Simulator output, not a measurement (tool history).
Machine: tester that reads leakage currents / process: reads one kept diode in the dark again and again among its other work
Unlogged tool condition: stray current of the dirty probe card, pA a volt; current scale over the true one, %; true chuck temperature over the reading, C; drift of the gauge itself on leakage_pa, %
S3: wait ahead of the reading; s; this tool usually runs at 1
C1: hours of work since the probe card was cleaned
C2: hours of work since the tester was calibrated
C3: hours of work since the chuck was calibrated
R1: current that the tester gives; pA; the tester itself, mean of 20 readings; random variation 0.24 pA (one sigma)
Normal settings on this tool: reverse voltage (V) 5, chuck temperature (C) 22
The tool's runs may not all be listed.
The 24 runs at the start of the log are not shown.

Run 25, day 46.3: usual settings but reverse voltage (V) 4.18, S3 0.42 s; C1 508; C2 725; C3 942. Result: R1 70.1 pA.
Run 26, day 47.979: usual settings but reverse voltage (V) 19.57, chuck temperature (C) 33, S3 3.12 s; C1 528; C2 744; C3 962. Result: R1 359.4 pA.
Run 27, day 49.662: usual settings but chuck temperature (C) 45, S3 3.7 s; C1 548; C2 764; C3 981. Result: R1 521.43 pA.
Run 28, day 51.796: usual settings but chuck temperature (C) 45, S3 3.7 s; C1 573; C2 790; C3 1007. Result: R1 519.16 pA.
Run 29, day 53.329: usual settings but chuck temperature (C) 25, S3 1.37 s; C1 591; C2 808; C3 1025. Result: R1 96.24 pA.
Run 30, day 55.725: usual settings but chuck temperature (C) 40, S3 1.98 s; C1 619; C2 836; C3 1053. Result: R1 347.29 pA.
Run 31, day 57.588: usual settings but reverse voltage (V) 4.57, S3 2.23 s; C1 642; C2 858; C3 1075. Result: R1 70.65 pA.
Run 32, day 59.262: usual settings but reverse voltage (V) 4.57, S3 2.23 s; C1 661; C2 878; C3 1095. Result: R1 70.59 pA.
Run 33, day 61.921: usual settings but reverse voltage (V) 6.53, S3 3.37 s; C1 693; C2 910; C3 1127. Result: R1 83.12 pA.
Run 34, day 64.442: usual settings but reverse voltage (V) 5.87, S3 9.72 s; C1 723; C2 939; C3 1157. Result: R1 78.68 pA.
At day 66.125: chuck's temperature calibrated.
Run 35, day 67.017: usual settings but reverse voltage (V) 1.97, chuck temperature (C) 40, S3 4.27 s; C1 752; C2 969; C3 11. Result: R1 246.52 pA.
Run 36, day 69.292: usual settings but reverse voltage (V) 4.7, chuck temperature (C) 51, S3 8.9 s; C1 779; C2 996; C3 38. Result: R1 868.93 pA.
Run 37, day 70.442: usual settings but reverse voltage (V) 3.69, chuck temperature (C) 30, S3 3.28 s; C1 793; C2 1010; C3 51. Result: R1 140.13 pA.
Run 38, day 72.896: usual settings but reverse voltage (V) 14.82; C1 822; C2 1039; C3 80. Result: R1 137.67 pA.
Run 39, day 74.283: usual settings but reverse voltage (V) 1.18, chuck temperature (C) 52, S3 0.35 s; C1 838; C2 1055; C3 97. Result: R1 509.83 pA.

Each row is a separate what-if for the run after 39, all from the same tool condition, not one after another. Results?
Run A, day 75.533: usual settings but reverse voltage (V) 5.42, chuck temperature (C) 37, S3 4.49 s; C1 853; C2 1070; C3 111. Result: R1 ?.
Run B, day 75.533: usual settings but reverse voltage (V) 2.31, chuck temperature (C) 48, S3 0.35 s; C1 853; C2 1070; C3 111. Result: R1 ?.
Run C, day 75.533: usual settings but reverse voltage (V) 2.75, chuck temperature (C) 21, S3 0.63 s; C1 853; C2 1070; C3 111. Result: R1 ?.
Run D, day 75.533: usual settings but reverse voltage (V) 4.83, chuck temperature (C) 21, S3 9.75 s; C1 853; C2 1070; C3 111. Result: R1 ?.
Run E, day 75.533: usual settings but chuck temperature (C) 49, S3 0.32 s; C1 853; C2 1070; C3 111. Result: R1 ?.

run      R1
  A  299.48
  B  501.31
  C   56.17
  D   71.72
  E  760.84
With the hidden condition removed and each run's random variation left untouched, the same runs would have given:
run      R1
  A  298.56
  B  506.22
  C   54.32
  D   68.08
  E   766.8

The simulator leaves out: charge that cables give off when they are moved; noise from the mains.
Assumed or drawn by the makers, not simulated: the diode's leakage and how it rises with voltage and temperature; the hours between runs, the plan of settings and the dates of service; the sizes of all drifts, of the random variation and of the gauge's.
